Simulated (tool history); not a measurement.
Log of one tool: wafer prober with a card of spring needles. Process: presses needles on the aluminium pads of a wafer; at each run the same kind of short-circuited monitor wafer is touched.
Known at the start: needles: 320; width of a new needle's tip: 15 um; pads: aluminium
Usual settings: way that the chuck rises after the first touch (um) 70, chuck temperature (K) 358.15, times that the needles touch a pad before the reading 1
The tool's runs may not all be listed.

| run | hour | way that the chuck rises after the first touch (um) | chuck temperature (K) | times that the needles touch a pad before the reading | resistance of one needle with its contact and lead (mohm) | way that a needle slides on the pad (um) |
|---|---|---|---|---|---|---|
| 1 | 0.0 | 70 | 358.15 | 1 | 217 | 14.47 |
|  | 1.0 | tips cleaned on abrasive film |
|  | 5.3 | tips cleaned on abrasive film |
|  | 9.9 | tips cleaned on abrasive film |
| 2 | 12.6 | 70 | 358.15 | 2 | 223 | 14.48 |
|  | 14.5 | tips cleaned on abrasive film |
|  | 19.1 | tips cleaned on abrasive film |
| 3 | 19.9 | 70 | 358.15 | 2 | 222 | 14.98 |
|  | 23.6 | tips cleaned on abrasive film |
|  | 28.0 | tips cleaned on abrasive film |
| 4 | 28.0 | 70 | 358.15 | 2 | 221 | 14.71 |
|  | 32.2 | tips cleaned on abrasive film |
|  | 36.8 | tips cleaned on abrasive film |
| 5 | 40.1 | 80 | 358.15 | 1 | 222 | 16.58 |
|  | 41.1 | tips cleaned on abrasive film |
|  | 45.5 | tips cleaned on abrasive film |
|  | 49.3 | tips cleaned on abrasive film |
| 6 | 49.3 | 80 | 358.15 | 3 | 219 | 16.45 |
|  | 53.8 | tips cleaned on abrasive film |
| 7 | 57.3 | 70 | 358.15 | 1 | 222 | 14.99 |
|  | 58.3 | tips cleaned on abrasive film |
|  | 62.6 | tips cleaned on abrasive film |
|  | 67.1 | tips cleaned on abrasive film |
| 8 | 69.9 | 70 | 358.15 | 1 | 219 | 14.90 |
|  | 70.9 | tips cleaned on abrasive film |
|  | 75.2 | tips cleaned on abrasive film |
|  | 79.5 | tips cleaned on abrasive film |
|  | 84.0 | tips cleaned on abrasive film |
| 9 | 85.5 | 70 | 358.15 | 1 | 220 | 14.77 |
|  | 88.2 | tips cleaned on abrasive film |
|  | 91.9 | tips cleaned on abrasive film |
|  | 93.0 | height of the first contact set anew |
|  | 96.0 | tips cleaned on abrasive film |
|  | 100.6 | tips cleaned on abrasive film |
| 10 | 101.2 | 70 | 358.15 | 1 | 216 | 14.65 |
|  | 104.8 | tips cleaned on abrasive film |
|  | 109.2 | tips cleaned on abrasive film |
| 11 | 111.2 | 70 | 358.15 | 1 | 219 | 14.76 |
|  | 113.1 | tips cleaned on abrasive film |
|  | 117.6 | tips cleaned on abrasive film |
| 12 | 119.8 | 70 | 346.15 | 1 | 216 | 14.58 |
|  | 121.7 | tips cleaned on abrasive film |
|  | 126.3 | tips cleaned on abrasive film |
|  | 130.0 | tips cleaned on abrasive film |
|  | 134.1 | tips cleaned on abrasive film |
| 13 | 135.9 | 70 | 358.15 | 2 | 220 | 14.90 |
|  | 138.7 | tips cleaned on abrasive film |
|  | 143.3 | tips cleaned on abrasive film |
|  | 147.9 | tips cleaned on abrasive film |
|  | 151.6 | tips cleaned on abrasive film |
| 14 | 153.0 | 70 | 358.15 | 2 | 221 | 14.80 |
|  | 155.6 | tips cleaned on abrasive film |
|  | 160.2 | tips cleaned on abrasive film |
|  | 164.0 | tips cleaned on abrasive film |
| 15 | 164.0 | 70 | 358.15 | 2 | 219 | 14.58 |
|  | 168.5 | tips cleaned on abrasive film |
|  | 172.6 | tips cleaned on abrasive film |
| 16 | 172.6 | 70 | 358.15 | 2 | 219 | 14.76 |
|  | 177.1 | tips cleaned on abrasive film |
|  | 180.8 | tips cleaned on abrasive film |
| 17 | 181.8 | 62 | 365.15 | 1 | 225 | 13.06 |
|  | 185.2 | tips cleaned on abrasive film |
|  | 189.8 | tips cleaned on abrasive film |
| 18 | 192.3 | 62 | 365.15 | 1 | 224 | 13.16 |
|  | 194.2 | tips cleaned on abrasive film |
|  | 198.4 | tips cleaned on abrasive film |
| 19 | 199.6 | 62 | 308.15 | 1 | 211 | 13.06 |
|  | 202.7 | tips cleaned on abrasive film |
|  | 207.2 | tips cleaned on abrasive film |
|  | 211.8 | tips cleaned on abrasive film |
| 20 | 212.1 | 77 | 305.15 | 1 | 209 | 16.31 |
|  | 215.7 | tips cleaned on abrasive film |
|  | 220.3 | tips cleaned on abrasive film |
| 21 | 221.5 | 60 | 358.15 | 1 | 221 | 12.59 |
|  | 224.2 | tips cleaned on abrasive film |
|  | 228.7 | tips cleaned on abrasive film |
|  | 233.3 | tips cleaned on abrasive film |
| 22 | 236.2 | 70 | 315.15 | 1 | 209 | 14.81 |
|  | 237.2 | tips cleaned on abrasive film |
|  | 241.8 | tips cleaned on abrasive film |
|  | 246.0 | tips cleaned on abrasive film |
| 23 | 249.1 | 70 | 315.15 | 1 | 207 | 14.72 |
|  | 250.1 | tips cleaned on abrasive film |
|  | 254.7 | tips cleaned on abrasive film |
| 24 | 256.8 | 77 | 315.15 | 3 | 210 | 15.93 |
|  | 258.6 | tips cleaned on abrasive film |
|  | 263.2 | tips cleaned on abrasive film |
|  | 267.4 | tips cleaned on abrasive film |
| 25 | 269.1 | 78 | 384.15 | 2 | 226 | 16.43 |
|  | 271.7 | tips cleaned on abrasive film |
|  | 276.1 | tips cleaned on abrasive film |
| 26 | 277.0 | 52 | 340.15 | 2 | 219 | 10.96 |
|  | 280.7 | tips cleaned on abrasive film |
|  | 285.1 | tips cleaned on abrasive film |
| 27 | 288.5 | 70 | 306.15 | 1 | 211 | 14.66 |
|  | 289.4 | tips cleaned on abrasive film |
|  | 294.0 | tips cleaned on abrasive film |
|  | 298.3 | tips cleaned on abrasive film |
| 28 | 301.8 | 82 | 316.15 | 2 | 210 | 17.26 |

Forecast each of these 5 alternatives for the next run:
|  | 302.8 | tips cleaned on abrasive film |
|  | 307.3 | tips cleaned on abrasive film |
| A | 309.2 | 71 | 316.15 | 2 | ? | ? |
|  | 302.8 | tips cleaned on abrasive film |
|  | 307.3 | tips cleaned on abrasive film |
| B | 309.2 | 70 | 322.15 | 2 | ? | ? |
|  | 302.8 | tips cleaned on abrasive film |
|  | 307.3 | tips cleaned on abrasive film |
| C | 309.2 | 70 | 304.15 | 1 | ? | ? |
|  | 302.8 | tips cleaned on abrasive film |
|  | 307.3 | tips cleaned on abrasive film |
| D | 309.2 | 68 | 337.15 | 2 | ? | ? |
|  | 302.8 | tips cleaned on abrasive film |
|  | 307.3 | tips cleaned on abrasive film |
| E | 309.2 | 68 | 358.15 | 1 | ? | ? |

| run | resistance of one needle with its contact and lead (mohm) | way that a needle slides on the pad (um) |
|---|---|---|
| A | 210 | 14.81 |
| B | 211 | 14.52 |
| C | 208 | 14.99 |
| D | 216 | 14.25 |
| E | 220 | 14.09 |
Without the tool's hidden state the same runs would have given:
| run | resistance of one needle with its contact and lead (mohm) | way that a needle slides on the pad (um) |
|---|---|---|
| A | 210 | 14.82 |
| B | 211 | 14.53 |
| C | 208 | 15.00 |
| D | 216 | 14.26 |
| E | 220 | 14.09 |
